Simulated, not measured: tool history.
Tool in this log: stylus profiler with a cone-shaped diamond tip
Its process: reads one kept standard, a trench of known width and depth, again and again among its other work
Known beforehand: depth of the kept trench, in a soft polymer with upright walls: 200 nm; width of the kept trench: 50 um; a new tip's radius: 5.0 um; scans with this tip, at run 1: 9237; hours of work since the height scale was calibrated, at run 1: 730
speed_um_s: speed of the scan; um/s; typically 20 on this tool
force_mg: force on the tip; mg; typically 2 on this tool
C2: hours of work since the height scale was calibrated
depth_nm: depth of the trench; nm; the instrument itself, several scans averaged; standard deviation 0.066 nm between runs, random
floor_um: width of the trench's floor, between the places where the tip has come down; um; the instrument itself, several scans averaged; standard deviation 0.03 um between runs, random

{"run": 1, "hour": 0.0, "speed_um_s": 20, "force_mg": 2, "scans with this tip": 9237, "C2": 730, "depth_nm": 201.99, "floor_um": 47.14}
{"run": 2, "hour": 78.8, "speed_um_s": 20, "force_mg": 2, "scans with this tip": 9832, "C2": 777, "depth_nm": 202.03, "floor_um": 47.13}
{"run": 3, "hour": 177.4, "speed_um_s": 20, "force_mg": 1.04, "scans with this tip": 10577, "C2": 836, "depth_nm": 201.27, "floor_um": 47.02}
{"run": 4, "hour": 236.0, "speed_um_s": 20, "force_mg": 1.04, "scans with this tip": 11019, "C2": 871, "depth_nm": 201.25, "floor_um": 47.12}
{"run": 5, "hour": 328.5, "speed_um_s": 20, "force_mg": 1.04, "scans with this tip": 11718, "C2": 926, "depth_nm": 201.2, "floor_um": 47.07}
{"hour": 417.2, "done": "height scale calibrated on a step standard"}
{"run": 6, "hour": 425.2, "speed_um_s": 20, "force_mg": 1.04, "scans with this tip": 12444, "C2": 5, "depth_nm": 201.29, "floor_um": 47.04}
{"run": 7, "hour": 510.3, "speed_um_s": 6, "force_mg": 1.04, "scans with this tip": 13086, "C2": 56, "depth_nm": 201.27, "floor_um": 47.11}
{"run": 8, "hour": 576.9, "speed_um_s": 6, "force_mg": 1.04, "scans with this tip": 13590, "C2": 95, "depth_nm": 201.22, "floor_um": 47.15}
{"run": 9, "hour": 644.7, "speed_um_s": 6, "force_mg": 1.04, "scans with this tip": 14101, "C2": 136, "depth_nm": 201.33, "floor_um": 47.14}
{"run": 10, "hour": 706.9, "speed_um_s": 20, "force_mg": 2, "scans with this tip": 14572, "C2": 173, "depth_nm": 202.07, "floor_um": 47.06}
{"run": 11, "hour": 797.4, "speed_um_s": 20, "force_mg": 2, "scans with this tip": 15255, "C2": 227, "depth_nm": 201.91, "floor_um": 47.1}
{"run": 12, "hour": 890.6, "speed_um_s": 20, "force_mg": 2, "scans with this tip": 15958, "C2": 283, "depth_nm": 201.99, "floor_um": 47.03}
{"run": 13, "hour": 936.3, "speed_um_s": 20, "force_mg": 2, "scans with this tip": 16304, "C2": 310, "depth_nm": 201.98, "floor_um": 47.07}
{"run": 14, "hour": 985.6, "speed_um_s": 20, "force_mg": 2, "scans with this tip": 16676, "C2": 339, "depth_nm": 201.91, "floor_um": 47.09}
{"run": 15, "hour": 1089.9, "speed_um_s": 9, "force_mg": 2, "scans with this tip": 17464, "C2": 402, "depth_nm": 202.01, "floor_um": 47.1}
{"run": 16, "hour": 1181.0, "speed_um_s": 14, "force_mg": 2, "scans with this tip": 18152, "C2": 456, "depth_nm": 201.87, "floor_um": 47.12}
{"run": 17, "hour": 1283.6, "speed_um_s": 14, "force_mg": 2, "scans with this tip": 18926, "C2": 517, "depth_nm": 202.04, "floor_um": 47.11}
{"run": 18, "hour": 1370.7, "speed_um_s": 14, "force_mg": 2, "scans with this tip": 19584, "C2": 569, "depth_nm": 201.88, "floor_um": 47.06}
{"run": 19, "hour": 1438.3, "speed_um_s": 14, "force_mg": 2, "scans with this tip": 20094, "C2": 609, "depth_nm": 201.98, "floor_um": 47.06}
{"run": 20, "hour": 1506.5, "speed_um_s": 20, "force_mg": 2.36, "scans with this tip": 20610, "C2": 650, "depth_nm": 202.17, "floor_um": 47.04}
{"run": 21, "hour": 1581.4, "speed_um_s": 20, "force_mg": 2.36, "scans with this tip": 21175, "C2": 695, "depth_nm": 202.15, "floor_um": 47.08}
{"run": 22, "hour": 1647.7, "speed_um_s": 20, "force_mg": 2, "scans with this tip": 21676, "C2": 734, "depth_nm": 201.97, "floor_um": 47.08}
{"run": 23, "hour": 1715.5, "speed_um_s": 20, "force_mg": 2, "scans with this tip": 22188, "C2": 775, "depth_nm": 201.87, "floor_um": 47.07}
{"run": 24, "hour": 1787.7, "speed_um_s": 58, "force_mg": 4.06, "scans with this tip": 22733, "C2": 818, "depth_nm": 203.14, "floor_um": 47.03}
{"run": 25, "hour": 1892.6, "speed_um_s": 65, "force_mg": 2.61, "scans with this tip": 23525, "C2": 881, "depth_nm": 202.23, "floor_um": 46.95}
{"run": 26, "hour": 1965.1, "speed_um_s": 41, "force_mg": 3.47, "scans with this tip": 24073, "C2": 924, "depth_nm": 202.77, "floor_um": 47.03}
{"run": 27, "hour": 2007.8, "speed_um_s": 30, "force_mg": 3.01, "scans with this tip": 24395, "C2": 949, "depth_nm": 202.45, "floor_um": 47.08}
{"hour": 2061.0, "done": "height scale calibrated on a step standard"}
{"run": 28, "hour": 2074.4, "speed_um_s": 74, "force_mg": 3.71, "scans with this tip": 24894, "C2": 8, "depth_nm": 202.88, "floor_um": 46.9}
{"run": 29, "hour": 2160.9, "speed_um_s": 74, "force_mg": 3.71, "scans with this tip": 25547, "C2": 60, "depth_nm": 202.83, "floor_um": 46.92}
{"run": 30, "hour": 2213.2, "speed_um_s": 74, "force_mg": 3.71, "scans with this tip": 25943, "C2": 91, "depth_nm": 202.94, "floor_um": 46.87}
{"run": 31, "hour": 2296.3, "speed_um_s": 74, "force_mg": 3.71, "scans with this tip": 26570, "C2": 140, "depth_nm": 202.98, "floor_um": 46.91}
{"hour": 2353.8, "done": "new tip fitted, height scale calibrated"}
{"run": 32, "hour": 2401.9, "speed_um_s": 11, "force_mg": 2.18, "scans with this tip": 363, "C2": 29, "depth_nm": 201.96, "floor_um": 47.15}
{"run": 33, "hour": 2447.7, "speed_um_s": 11, "force_mg": 2.66, "scans with this tip": 709, "C2": 56, "depth_nm": 202.34, "floor_um": 47.1}
{"run": 34, "hour": 2500.7, "speed_um_s": 74, "force_mg": 0.92, "scans with this tip": 1110, "C2": 88, "depth_nm": 201.06, "floor_um": 46.66}
{"run": 35, "hour": 2600.3, "speed_um_s": 31, "force_mg": 4.12, "scans with this tip": 1862, "C2": 147, "depth_nm": 203.08, "floor_um": 47.04}
{"run": 36, "hour": 2699.9, "speed_um_s": 50, "force_mg": 2.49, "scans with this tip": 2614, "C2": 207, "depth_nm": 202.22, "floor_um": 46.98}
{"run": 37, "hour": 2803.3, "speed_um_s": 7, "force_mg": 1.31, "scans with this tip": 3395, "C2": 268, "depth_nm": 201.54, "floor_um": 47.15}
{"run": 38, "hour": 2867.8, "speed_um_s": 72, "force_mg": 3.71, "scans with this tip": 3882, "C2": 307, "depth_nm": 203.13, "floor_um": 46.95}
{"run": 39, "hour": 2930.2, "speed_um_s": 72, "force_mg": 3.71, "scans with this tip": 4353, "C2": 344, "depth_nm": 202.9, "floor_um": 46.94}
{"run": 40, "hour": 3007.6, "speed_um_s": 14, "force_mg": 1.07, "scans with this tip": 4937, "C2": 390, "depth_nm": 201.25, "floor_um": 47.13}
{"run": 41, "hour": 3072.7, "speed_um_s": 9, "force_mg": 3.99, "scans with this tip": 5429, "C2": 429, "depth_nm": 203.03, "floor_um": 47.16}
{"run": 42, "hour": 3158.0, "speed_um_s": 6, "force_mg": 1.21, "scans with this tip": 6074, "C2": 480, "depth_nm": 201.45, "floor_um": 47.11}
{"run": 43, "hour": 3225.4, "speed_um_s": 20, "force_mg": 0.85, "scans with this tip": 6582, "C2": 520, "depth_nm": 201.1, "floor_um": 47.05}
{"run": 44, "hour": 3293.5, "speed_um_s": 20, "force_mg": 1.77, "scans with this tip": 7096, "C2": 561, "depth_nm": 201.96, "floor_um": 47.08}
{"run": 45, "hour": 3361.1, "speed_um_s": 8, "force_mg": 0.74, "scans with this tip": 7607, "C2": 601, "depth_nm": 201.05, "floor_um": 47.12}

Below are 3 alternative next runs, each starting from the tool's condition after run 45. Predict each:
{"run": "A", "hour": 3431.6, "speed_um_s": 11, "force_mg": 0.71, "scans with this tip": 8139, "C2": 643, "depth_nm": "?", "floor_um": "?"}
{"run": "B", "hour": 3431.6, "speed_um_s": 6, "force_mg": 0.94, "scans with this tip": 8139, "C2": 643, "depth_nm": "?", "floor_um": "?"}
{"run": "C", "hour": 3431.6, "speed_um_s": 6, "force_mg": 1.86, "scans with this tip": 8139, "C2": 643, "depth_nm": "?", "floor_um": "?"}

run=A depth_nm=200.95 floor_um=47.1
run=B depth_nm=201.17 floor_um=47.12
run=C depth_nm=201.93 floor_um=47.15
Without the tool's unlogged condition, the same runs would have read:
run=A depth_nm=200.95 floor_um=47.11
run=B depth_nm=201.16 floor_um=47.13
run=C depth_nm=201.92 floor_um=47.16
